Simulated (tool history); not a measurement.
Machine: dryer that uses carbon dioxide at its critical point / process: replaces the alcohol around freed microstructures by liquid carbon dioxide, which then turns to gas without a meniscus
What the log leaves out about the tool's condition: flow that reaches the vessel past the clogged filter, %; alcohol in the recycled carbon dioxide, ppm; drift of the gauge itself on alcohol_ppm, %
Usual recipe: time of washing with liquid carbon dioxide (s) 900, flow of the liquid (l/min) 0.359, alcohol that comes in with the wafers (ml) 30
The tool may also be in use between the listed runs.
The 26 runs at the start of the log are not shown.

run	day	time of washing with liquid carbon dioxide (s)	flow of the liquid (l/min)	alcohol that comes in with the wafers (ml)	hours of work since the filter was changed	hours of work since the purifier's bed was changed	alcohol left in the vessel before it's heated (ppm by volume)
27	48.825	660	0.273	111	87	231	6120
28	50.246	660	0.273	111	103	247	6117
29	51.525	660	0.273	111	118	262	6289
30	53.771	600	0.273	37	143	287	2665
31	55.908	900	0.374	110	167	311	589
32	57.446	900	0.410	110	184	329	388
33	58.775	900	0.358	30	199	344	257
34	61.258	780	0.548	57	228	372	153
35	62.488	900	0.407	41	241	386	218
36	64.717	1080	0.407	32	267	411	123
37	67.417	900	0.359	23	297	442	252
38	69.812	900	0.359	74	324	469	575
39	71.675	600	0.367	21	345	490	779
40	74.254	900	0.368	40	375	519	358
41	76.879	1380	0.368	24	404	549	137
42	78.488	1380	0.368	24	422	567	133
43	79.658	720	0.527	24	436	580	210
44	82.200	1260	0.266	30	464	609	311
45	83.454	840	0.359	30	479	623	433
# day 84.912: inlet filter changed
46	85.983	600	0.310	75	12	651	3795
47	87.388	600	0.310	75	28	667	3870

Alternative continuations, all from the tool just after run 47; predict every row:
A	89.971	600	0.440	75	57	696	?
B	89.971	660	0.262	31	57	696	?
C	89.971	1020	0.422	75	57	696	?
D	89.971	720	0.359	76	57	696	?

run	alcohol left in the vessel before it's heated (ppm by volume)
A	1223
B	2027
C	235
D	1280
Stripped of hidden state, with their random variation kept, the same runs would have yielded:
run	alcohol left in the vessel before it's heated (ppm by volume)
A	1032
B	1827
C	79
D	1092

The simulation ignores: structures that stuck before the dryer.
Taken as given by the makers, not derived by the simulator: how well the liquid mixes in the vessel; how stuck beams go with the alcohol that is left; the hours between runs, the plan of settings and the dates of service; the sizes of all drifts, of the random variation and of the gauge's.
